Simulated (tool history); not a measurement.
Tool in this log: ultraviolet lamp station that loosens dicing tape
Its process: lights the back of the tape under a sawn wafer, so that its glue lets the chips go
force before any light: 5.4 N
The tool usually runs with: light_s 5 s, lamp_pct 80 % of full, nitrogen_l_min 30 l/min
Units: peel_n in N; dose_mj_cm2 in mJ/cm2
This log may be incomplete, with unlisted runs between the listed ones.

| run | hour | light_s | lamp_pct | nitrogen_l_min | peel_n | dose_mj_cm2 |
|---|---|---|---|---|---|---|
| 1 | 0 | 5 | 80 | 30 | 0.268 | 281 |
| 2 | 7.8 | 3 | 80 | 30 | 0.807 | 173 |
| 3 | 12.8 | 5 | 80 | 30 | 0.28 | 280 |
| 4 | 18.2 | 5 | 80 | 30 | 0.277 | 285 |
| 5 | 22.4 | 5 | 80 | 30 | 0.26 | 280 |
| 6 | 28.9 | 5 | 80 | 30 | 0.276 | 281 |
| 7 | 37.8 | 5 | 80 | 30 | 0.259 | 282 |
| 8 | 42.1 | 6 | 80 | 30 | 0.191 | 338 |
| 9 | 50.8 | 6 | 80 | 30 | 0.184 | 340 |
| 10 | 55.7 | 3 | 80 | 30 | 0.773 | 168 |
| 11 | 61 | 3 | 80 | 30 | 0.755 | 172 |
| 12 | 68.2 | 3 | 80 | 30 | 0.806 | 171 |
| 13 | 77.4 | 9 | 91 | 24 | 0.117 | 582 |
| 14 | 86.1 | 5 | 70 | 30 | 0.357 | 255 |
| 15 | 93.3 | 8 | 86 | 30 | 0.119 | 488 |
| 16 | 101.7 | 4 | 80 | 16 | 0.621 | 227 |
| 17 | 109.5 | 4 | 80 | 16 | 0.642 | 226 |
| 18 | 115.5 | 4 | 72 | 27 | 0.582 | 205 |
| 19 | 124.4 | 4 | 72 | 27 | 0.587 | 209 |
| 20 | 133 | 4 | 72 | 27 | 0.579 | 201 |
| 21 | 139.6 | 4 | 72 | 27 | 0.574 | 204 |
| 22 | 150 | 4 | 72 | 27 | 0.574 | 201 |
| 23 | 158.8 | 4 | 72 | 44 | 0.441 | 205 |
| 24 | 163.9 | 3 | 73 | 16 | 1.228 | 156 |

Branching from run 24: 4 alternative next runs. What would each branch give?
| A | 173.5 | 2 | 80 | 30 | ? | ? |
| B | 173.5 | 5 | 80 | 14 | ? | ? |
| C | 173.5 | 3 | 73 | 19 | ? | ? |
| D | 173.5 | 6 | 87 | 36 | ? | ? |

| run | peel_n | dose_mj_cm2 |
|---|---|---|
| A | 1.481 | 111 |
| B | 0.437 | 288 |
| C | 1.084 | 157 |
| D | 0.154 | 373 |
What these runs would have given with no unlogged condition in the tool:
| run | peel_n | dose_mj_cm2 |
|---|---|---|
| A | 1.48 | 111 |
| B | 0.436 | 288 |
| C | 1.083 | 157 |
| D | 0.154 | 374 |
